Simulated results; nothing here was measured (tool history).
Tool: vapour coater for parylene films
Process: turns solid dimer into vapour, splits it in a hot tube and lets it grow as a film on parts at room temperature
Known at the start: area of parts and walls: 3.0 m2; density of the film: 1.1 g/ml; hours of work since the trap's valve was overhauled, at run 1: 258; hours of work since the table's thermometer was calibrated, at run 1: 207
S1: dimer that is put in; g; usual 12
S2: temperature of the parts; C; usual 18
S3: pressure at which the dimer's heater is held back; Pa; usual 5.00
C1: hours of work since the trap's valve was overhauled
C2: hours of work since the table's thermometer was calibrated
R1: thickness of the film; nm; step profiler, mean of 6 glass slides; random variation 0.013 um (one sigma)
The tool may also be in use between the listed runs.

run   hour  S1  S2     S3   C1   C2    R1
  1    0.0  12  18   5.00  258  207  1920
  2   35.7  12  18   5.00  283  233  1920
  3   71.3  12  18   9.50  309  258  1710
  4   91.2  12  18   6.14  323  272  1810
  5  113.3  12  18   5.37  339  288  1840
  6  159.4  12  18   5.00  371  321  1840
  7  190.1  12  18   5.00  393  343  1850
  8  213.3  12  18   5.00  410  359  1860
  9  251.6  12  18   5.00  437  387  1810
 10  286.7  12  18   5.00  462  412  1810
 11  308.2  12  18   5.00  477  427  1800
 12  329.2  12  18   5.00  492  442  1810
 13  367.5  12  15   2.31  520  469  2090
 14  394.5  20  15   3.56  539  489  3260
     422.9  -- trap's valve overhauled
 15  429.2  12  18   5.00    5  510  2020
 16  468.1  12  18   5.00   32  538  1980
 17  502.2  10  23   4.71   57  562  1510
 18  528.4  13  23  10.25   75  581  1760
 19  560.8  10  17  10.70   98  604  1500
 20  589.1   9  21   5.00  119  624  1380
 21  613.2   9  21   5.00  136  642  1350
 22  654.9   6  27   8.40  165  671   750
 23  680.3  21  10   8.40  184  690  3560
 24  723.6  18  16   3.00  214  720  3200

Forecast each of these 3 alternatives for the next run:
  A  745.9  18  16  3.08  230  736   ?
  B  745.9  12  13  6.24  230  736   ?
  C  745.9   8  18  7.47  230  736   ?

run    R1
  A  3140
  B  2000
  C  1170
Without the tool's hidden state the same runs would have given:
run    R1
  A  3360
  B  2140
  C  1260
